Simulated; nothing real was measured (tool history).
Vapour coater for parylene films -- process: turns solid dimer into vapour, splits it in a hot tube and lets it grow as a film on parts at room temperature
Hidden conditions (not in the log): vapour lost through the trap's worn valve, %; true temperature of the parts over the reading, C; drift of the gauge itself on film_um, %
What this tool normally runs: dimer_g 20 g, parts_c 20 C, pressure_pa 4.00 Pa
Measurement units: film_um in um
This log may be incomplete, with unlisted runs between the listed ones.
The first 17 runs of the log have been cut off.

run,hour,dimer_g,parts_c,pressure_pa,hours of work since the trap's valve was overhauled,hours of work since the table's thermometer was calibrated,film_um
18,418.7,20,20,4.00,40,446,7.30
19,450.5,20,20,4.00,55,462,7.27
20,470.1,20,20,4.00,65,471,7.18
21,501.6,27,14,2.92,80,487,12.02
22,520.7,20,14,3.24,89,496,8.66
23,535.6,35,20,2.23,96,503,14.30
24,553.6,35,20,2.23,105,512,14.53
25,582.5,35,20,2.23,119,526,14.28
26,600.8,9,17,4.00,128,535,3.40
27,613.9,12,17,10.56,134,541,3.61
28,642.1,12,30,10.56,148,555,2.64
29,671.2,19,19,5.22,162,569,6.38
30,685.5,19,19,5.22,169,576,6.34
31,699.9,26,17,2.36,176,583,10.98
32,725.5,26,17,5.98,189,595,8.81
33,754.0,9,20,10.07,203,609,2.47
34,779.6,9,20,10.07,215,622,2.51
# hour 799.4: trap's valve overhauled
35,801.1,9,20,10.07,1,630,2.67
36,822.2,9,20,10.07,11,640,2.65
37,842.2,13,21,10.07,21,650,3.73
38,856.7,13,21,10.07,28,657,3.72
39,883.2,13,21,10.07,41,670,3.68

Each row is a separate what-if for the run after 39, all from the same tool condition, not one after another. Results?
A,908.9,22,20,4.00,53,682,?
B,908.9,17,21,10.07,53,682,?
C,908.9,13,18,4.60,53,682,?
D,908.9,20,21,4.00,53,682,?

run,film_um
A,7.87
B,4.84
C,4.79
D,7.11
Stripped of hidden state, with their random variation kept, the same runs would have yielded:
run,film_um
A,8.13
B,5.00
C,4.95
D,7.35
